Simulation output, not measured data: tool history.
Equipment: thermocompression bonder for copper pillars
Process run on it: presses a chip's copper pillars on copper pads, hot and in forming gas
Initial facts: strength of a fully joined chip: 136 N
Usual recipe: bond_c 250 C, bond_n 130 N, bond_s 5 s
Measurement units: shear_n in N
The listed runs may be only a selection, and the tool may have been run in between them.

| run | day | bond_c | bond_n | bond_s | shear_n |
|---|---|---|---|---|---|
| 1 | 0.000 | 250 | 130 | 5 | 87.5 |
| 2 | 0.433 | 250 | 130 | 5 | 88.8 |
| 3 | 0.933 | 250 | 130 | 5 | 86.9 |
| 4 | 1.362 | 250 | 130 | 5 | 87.3 |
| 5 | 1.621 | 250 | 130 | 5 | 86.3 |
| 6 | 2.208 | 250 | 130 | 5 | 88.1 |
| 7 | 2.629 | 250 | 130 | 5 | 86.5 |
| 8 | 3.046 | 250 | 130 | 5 | 88.3 |
| 9 | 3.392 | 250 | 130 | 5 | 88.8 |
| 10 | 3.954 | 250 | 130 | 5 | 88.9 |
| 11 | 4.583 | 250 | 130 | 5 | 89.0 |
| 12 | 5.004 | 250 | 130 | 3 | 73.9 |
| 13 | 5.271 | 250 | 130 | 3 | 75.7 |
| 14 | 5.683 | 256 | 130 | 5 | 94.3 |
| 15 | 6.004 | 256 | 130 | 5 | 92.6 |
| 16 | 6.633 | 242 | 130 | 5 | 79.3 |
| 17 | 7.133 | 242 | 130 | 5 | 78.5 |
| 18 | 7.646 | 250 | 130 | 5 | 87.2 |
| 19 | 8.079 | 233 | 130 | 5 | 68.7 |
| 20 | 8.633 | 250 | 130 | 5 | 88.1 |
| 21 | 8.979 | 250 | 130 | 6 | 92.4 |
| 22 | 9.312 | 280 | 130 | 5 | 116.4 |

What does the tool deliver on the next run?
| 23 | 9.583 | 280 | 130 | 5 | ? |

shear_n: 113.4 N
Take away the tool's hidden state, keep the run-to-run variation as it was, and the same run would have given shear_n 113.8 N.

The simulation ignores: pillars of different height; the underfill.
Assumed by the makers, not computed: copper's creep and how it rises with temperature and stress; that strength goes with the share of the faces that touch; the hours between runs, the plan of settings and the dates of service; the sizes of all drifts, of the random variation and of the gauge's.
